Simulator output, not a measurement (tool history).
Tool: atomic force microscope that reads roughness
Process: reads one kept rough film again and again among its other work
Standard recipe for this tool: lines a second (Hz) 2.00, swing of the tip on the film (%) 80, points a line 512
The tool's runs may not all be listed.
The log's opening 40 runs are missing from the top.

run    hour  lines a second (Hz)  swing of the tip on the film (%)  points a line  pictures with this tip  hours of work since the height scale was calibrated  roughness of the kept film (nm (root mean square))
 41  1024.8                 1.75                                61            676                      51                                                  331                                               0.813
 42  1051.1                 2.95                                58            525                      96                                                  352                                               0.807
 43  1082.2                 2.95                                58            525                     150                                                  377                                               0.816
 44  1106.3                 1.77                                77            271                     191                                                  396                                               0.772
     1128.6  -- new tip fitted
 45  1130.0                 2.09                                80            512                       2                                                  415                                               0.803
 46  1151.0                 2.09                                80            512                      38                                                  431                                               0.795
 47  1168.3                 2.00                                89            512                      68                                                  445                                               0.778
 48  1182.7                 2.00                                89            512                      93                                                  456                                               0.771
 49  1207.1                 2.00                                89            512                     135                                                  476                                               0.754
 50  1233.5                 0.68                                86            325                     180                                                  497                                               0.789
     1262.2  -- new tip fitted
 51  1264.5                 0.68                                86            325                       4                                                  521                                               0.817
 52  1296.5                 2.67                                84            673                      59                                                  546                                               0.767

Here are 3 independent what-if runs from the current tool condition. What would each one return?
  A  1330.0                 3.16                                88            512                     117                                                  573                                                   ?
  B  1330.0                 1.31                                80            325                     117                                                  573                                                   ?
  C  1330.0                 0.65                                84            830                     117                                                  573                                                   ?

run  roughness of the kept film (nm (root mean square))
  A                                               0.728
  B                                               0.789
  C                                               0.809
Stripped of hidden state, with their random variation kept, the same runs would have yielded:
run  roughness of the kept film (nm (root mean square))
  A                                               0.742
  B                                               0.805
  C                                               0.825
